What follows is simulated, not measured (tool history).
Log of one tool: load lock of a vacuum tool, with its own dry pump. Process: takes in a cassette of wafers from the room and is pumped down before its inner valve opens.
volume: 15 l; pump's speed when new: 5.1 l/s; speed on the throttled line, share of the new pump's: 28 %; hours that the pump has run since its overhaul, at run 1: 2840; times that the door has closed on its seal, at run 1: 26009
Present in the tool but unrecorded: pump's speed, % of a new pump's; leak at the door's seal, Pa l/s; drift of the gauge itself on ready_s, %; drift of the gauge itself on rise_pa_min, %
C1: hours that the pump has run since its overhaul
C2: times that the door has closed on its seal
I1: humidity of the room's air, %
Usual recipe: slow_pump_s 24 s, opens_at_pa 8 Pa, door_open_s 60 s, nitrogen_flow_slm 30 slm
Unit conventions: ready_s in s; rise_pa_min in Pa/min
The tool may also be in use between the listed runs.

run 1 hour=0 | slow_pump_s=24 opens_at_pa=8 door_open_s=60 nitrogen_flow_slm=30 | C1=2840 C2=26009 | I1=46.6 | ready_s=46 rise_pa_min=0.236
run 2 hour=69.2 | slow_pump_s=24 opens_at_pa=8 door_open_s=60 nitrogen_flow_slm=30 | C1=2909 C2=26264 | I1=44.4 | ready_s=46.2 rise_pa_min=0.237
run 3 hour=108.1 | slow_pump_s=24 opens_at_pa=8 door_open_s=60 nitrogen_flow_slm=30 | C1=2948 C2=26407 | I1=43.6 | ready_s=46.4 rise_pa_min=0.234
run 4 hour=152.8 | slow_pump_s=24 opens_at_pa=8 door_open_s=60 nitrogen_flow_slm=30 | C1=2993 C2=26572 | I1=44.4 | ready_s=46.5 rise_pa_min=0.235
run 5 hour=203 | slow_pump_s=15 opens_at_pa=8 door_open_s=60 nitrogen_flow_slm=30 | C1=3043 C2=26757 | I1=44.6 | ready_s=39.1 rise_pa_min=0.237
run 6 hour=260.1 | slow_pump_s=24 opens_at_pa=8 door_open_s=60 nitrogen_flow_slm=6 | C1=3100 C2=26968 | I1=45 | ready_s=46.2 rise_pa_min=0.275
run 7 hour=349.3 | slow_pump_s=40 opens_at_pa=8 door_open_s=60 nitrogen_flow_slm=6 | C1=3189 C2=27296 | I1=45.8 | ready_s=57.6 rise_pa_min=0.272
run 8 hour=429.5 | slow_pump_s=40 opens_at_pa=8 door_open_s=60 nitrogen_flow_slm=6 | C1=3269 C2=27592 | I1=47.5 | ready_s=57.6 rise_pa_min=0.277
run 9 hour=507.8 | slow_pump_s=24 opens_at_pa=8 door_open_s=60 nitrogen_flow_slm=30 | C1=3348 C2=27881 | I1=44 | ready_s=46.3 rise_pa_min=0.25
run 10 hour=561.5 | slow_pump_s=24 opens_at_pa=8 door_open_s=26 nitrogen_flow_slm=30 | C1=3401 C2=28079 | I1=47.6 | ready_s=46.2 rise_pa_min=0.235
run 11 hour=649.8 | slow_pump_s=24 opens_at_pa=8 door_open_s=39 nitrogen_flow_slm=30 | C1=3490 C2=28404 | I1=43.5 | ready_s=46.5 rise_pa_min=0.236
run 12 hour=719 | slow_pump_s=24 opens_at_pa=8 door_open_s=39 nitrogen_flow_slm=30 | C1=3559 C2=28660 | I1=44.6 | ready_s=46.2 rise_pa_min=0.247
run 13 hour=780.7 | slow_pump_s=24 opens_at_pa=8 door_open_s=178 nitrogen_flow_slm=30 | C1=3620 C2=28887 | I1=45 | ready_s=46.5 rise_pa_min=0.326
run 14 hour=836 | slow_pump_s=24 opens_at_pa=8 door_open_s=60 nitrogen_flow_slm=22 | C1=3676 C2=29091 | I1=43.2 | ready_s=46.4 rise_pa_min=0.265
run 15 hour=914.2 | slow_pump_s=24 opens_at_pa=6 door_open_s=45 nitrogen_flow_slm=30 | C1=3754 C2=29379 | I1=46.2 | ready_s=47.2 rise_pa_min=0.255
run 16 hour=987.4 | slow_pump_s=33 opens_at_pa=8 door_open_s=132 nitrogen_flow_slm=18 | C1=3827 C2=29649 | I1=44.9 | ready_s=52.4 rise_pa_min=0.325
run 17 hour=1051.5 | slow_pump_s=33 opens_at_pa=8 door_open_s=132 nitrogen_flow_slm=18 | C1=3891 C2=29886 | I1=48 | ready_s=52.8 rise_pa_min=0.344
-- hour=1083.8 door's seal changed, seat wiped
run 18 hour=1119.6 | slow_pump_s=24 opens_at_pa=11 door_open_s=60 nitrogen_flow_slm=11 | C1=3958 C2=132 | I1=45.4 | ready_s=45.6 rise_pa_min=0.085
run 19 hour=1179.3 | slow_pump_s=24 opens_at_pa=8 door_open_s=60 nitrogen_flow_slm=30 | C1=4018 C2=352 | I1=49.1 | ready_s=46.3 rise_pa_min=0.066
run 20 hour=1234.2 | slow_pump_s=24 opens_at_pa=8 door_open_s=80 nitrogen_flow_slm=8 | C1=4072 C2=555 | I1=45.4 | ready_s=46.4 rise_pa_min=0.107
run 21 hour=1302.7 | slow_pump_s=24 opens_at_pa=8 door_open_s=34 nitrogen_flow_slm=30 | C1=4141 C2=807 | I1=45.5 | ready_s=46.6 rise_pa_min=0.052
run 22 hour=1384.9 | slow_pump_s=24 opens_at_pa=8 door_open_s=34 nitrogen_flow_slm=30 | C1=4223 C2=1110 | I1=43.9 | ready_s=46.1 rise_pa_min=0.045
run 23 hour=1435.7 | slow_pump_s=24 opens_at_pa=8 door_open_s=34 nitrogen_flow_slm=30 | C1=4274 C2=1297 | I1=47.9 | ready_s=46.2 rise_pa_min=0.049
run 24 hour=1511.1 | slow_pump_s=24 opens_at_pa=8 door_open_s=34 nitrogen_flow_slm=30 | C1=4349 C2=1575 | I1=44.4 | ready_s=46.6 rise_pa_min=0.053
run 25 hour=1573.2 | slow_pump_s=24 opens_at_pa=8 door_open_s=34 nitrogen_flow_slm=30 | C1=4411 C2=1804 | I1=41.8 | ready_s=46.5 rise_pa_min=0.045
run 26 hour=1627.7 | slow_pump_s=18 opens_at_pa=8 door_open_s=34 nitrogen_flow_slm=30 | C1=4466 C2=2005 | I1=44.8 | ready_s=42.5 rise_pa_min=0.044
run 27 hour=1713.2 | slow_pump_s=24 opens_at_pa=16 door_open_s=56 nitrogen_flow_slm=5 | C1=4551 C2=2321 | I1=44.4 | ready_s=43.5 rise_pa_min=0.094

Forecast each of these 5 alternatives for the next run:
run A hour=1759 | slow_pump_s=24 opens_at_pa=16 door_open_s=56 nitrogen_flow_slm=5 | C1=4597 C2=2489 | I1=46.3 | ready_s=? rise_pa_min=?
run B hour=1759 | slow_pump_s=28 opens_at_pa=11 door_open_s=56 nitrogen_flow_slm=5 | C1=4597 C2=2489 | I1=44.4 | ready_s=? rise_pa_min=?
run C hour=1759 | slow_pump_s=24 opens_at_pa=8 door_open_s=201 nitrogen_flow_slm=6 | C1=4597 C2=2489 | I1=48.5 | ready_s=? rise_pa_min=?
run D hour=1759 | slow_pump_s=24 opens_at_pa=16 door_open_s=84 nitrogen_flow_slm=4 | C1=4597 C2=2489 | I1=47.9 | ready_s=? rise_pa_min=?
run E hour=1759 | slow_pump_s=13 opens_at_pa=7 door_open_s=193 nitrogen_flow_slm=5 | C1=4597 C2=2489 | I1=42.6 | ready_s=? rise_pa_min=?

run=A ready_s=44.2 rise_pa_min=0.103
run=B ready_s=48.1 rise_pa_min=0.089
run=C ready_s=46.6 rise_pa_min=0.228
run=D ready_s=44.3 rise_pa_min=0.133
run=E ready_s=39.3 rise_pa_min=0.205
With no hidden state in the tool, these same runs would have given:
run=A ready_s=43.1 rise_pa_min=0.098
run=B ready_s=47 rise_pa_min=0.084
run=C ready_s=45.4 rise_pa_min=0.222
run=D ready_s=43.2 rise_pa_min=0.127
run=E ready_s=37.9 rise_pa_min=0.199
